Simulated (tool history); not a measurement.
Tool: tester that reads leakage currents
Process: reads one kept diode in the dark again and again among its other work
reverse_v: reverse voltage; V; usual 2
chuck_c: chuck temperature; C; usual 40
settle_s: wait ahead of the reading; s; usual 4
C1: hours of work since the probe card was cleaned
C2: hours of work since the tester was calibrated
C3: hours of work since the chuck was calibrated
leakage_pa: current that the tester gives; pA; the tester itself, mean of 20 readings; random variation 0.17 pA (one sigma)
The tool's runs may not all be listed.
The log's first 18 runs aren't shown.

Run 19, hour 2202.4: usual settings but settle_s 6.64 s; C1 1727; C2 2021; C3 465. Result: leakage_pa 63.27 pA.
Run 20, hour 2279.7: usual settings but settle_s 2.13 s; C1 1778; C2 2072; C3 516. Result: leakage_pa 63.54 pA.
Run 21, hour 2408.4: usual settings but reverse_v 1.59 V, chuck_c 24 C, settle_s 0.9 s; C1 1862; C2 2157; C3 601. Result: leakage_pa 17.01 pA.
Run 22, hour 2499.4: usual settings but reverse_v 1.59 V, chuck_c 24 C, settle_s 0.9 s; C1 1922; C2 2216; C3 660. Result: leakage_pa 17.31 pA.
At hour 2590.6: chuck's temperature calibrated.
At hour 2647.7: probe card cleaned and baked.
Run 23, hour 2661: usual settings but reverse_v 1.98 V, chuck_c 41 C, settle_s 0.9 s; C1 9; C2 2319; C3 44. Result: leakage_pa 59.28 pA.
Run 24, hour 2840.8: usual settings but reverse_v 1.45 V, chuck_c 44 C, settle_s 5.15 s; C1 127; C2 2437; C3 162. Result: leakage_pa 66.02 pA.
Run 25, hour 2914.4: usual settings but reverse_v 1.45 V, chuck_c 44 C, settle_s 5.15 s; C1 175; C2 2486; C3 211. Result: leakage_pa 66.84 pA.
Run 26, hour 3073.5: usual settings but reverse_v 1.59 V, settle_s 9.84 s; C1 280; C2 2590; C3 315. Result: leakage_pa 51.78 pA.
Run 27, hour 3205.4: usual settings but settle_s 2.21 s; C1 366; C2 2677; C3 402. Result: leakage_pa 58.74 pA.
Run 28, hour 3378.1: usual settings but reverse_v 2.98 V, settle_s 4.2 s; C1 480; C2 2791; C3 515. Result: leakage_pa 74.3 pA.
Run 29, hour 3461.1: usual settings but reverse_v 2.98 V, settle_s 4.2 s; C1 534; C2 2845; C3 570. Result: leakage_pa 75.08 pA.
Run 30, hour 3625.8: usual settings but reverse_v 9.43 V, chuck_c 25 C, settle_s 1.66 s; C1 643; C2 2953; C3 678. Result: leakage_pa 44.54 pA.
At hour 3682.2: chuck's temperature calibrated.
Run 31, hour 3727.2: usual settings but reverse_v 2.71 V; C1 708; C2 3019; C3 30. Result: leakage_pa 64.73 pA.
Run 32, hour 3816.3: usual settings but reverse_v 1.24 V, chuck_c 36 C, settle_s 5.66 s; C1 767; C2 3077; C3 88. Result: leakage_pa 31.38 pA.
Run 33, hour 3915.2: usual settings but reverse_v 1.43 V, chuck_c 33 C, settle_s 5.13 s; C1 831; C2 3142; C3 153. Result: leakage_pa 26.66 pA.
Run 34, hour 4028.6: usual settings but reverse_v 2.89 V, chuck_c 25 C, settle_s 4.88 s; C1 906; C2 3217; C3 228. Result: leakage_pa 21.04 pA.
Run 35, hour 4149.4: usual settings but reverse_v 1.27 V, chuck_c 26 C, settle_s 3.35 s; C1 985; C2 3296; C3 307. Result: leakage_pa 14.67 pA.
Run 36, hour 4305: usual settings but reverse_v 16.97 V, chuck_c 27 C, settle_s 0.96 s; C1 1088; C2 3398; C3 409. Result: leakage_pa 79.38 pA.
Run 37, hour 4418: usual settings but reverse_v 16.97 V, chuck_c 27 C, settle_s 0.96 s; C1 1162; C2 3472; C3 483. Result: leakage_pa 82.09 pA.
Run 38, hour 4571.1: usual settings but reverse_v 7.21 V, chuck_c 56 C; C1 1262; C2 3573; C3 584. Result: leakage_pa 411.72 pA.
Run 39, hour 4648.4: usual settings but reverse_v 7.21 V, chuck_c 56 C; C1 1313; C2 3624; C3 635. Result: leakage_pa 414.8 pA.

3 ways to go on from here, each from the tool as it stands after run 39. What would each give?
At hour 4779.5: chuck's temperature calibrated.
At hour 4789.4: tester calibrated.
Run A, hour 4819.3: usual settings but reverse_v 3.3 V, chuck_c 21 C, settle_s 5.09 s; C1 1423; C2 20; C3 25. Result: leakage_pa ?.
At hour 4779.5: chuck's temperature calibrated.
At hour 4789.4: tester calibrated.
Run B, hour 4819.3: usual settings but settle_s 0.49 s; C1 1423; C2 20; C3 25. Result: leakage_pa ?.
At hour 4779.5: chuck's temperature calibrated.
At hour 4789.4: tester calibrated.
Run C, hour 4819.3: usual settings but reverse_v 9.06 V, chuck_c 22 C, settle_s 9.68 s; C1 1423; C2 20; C3 25. Result: leakage_pa ?.

run  leakage_pa
  A       18.98
  B       59.43
  C       40.08
Without the tool's hidden state the same runs would have given:
run  leakage_pa
  A       13.15
  B       55.07
  C       24.24
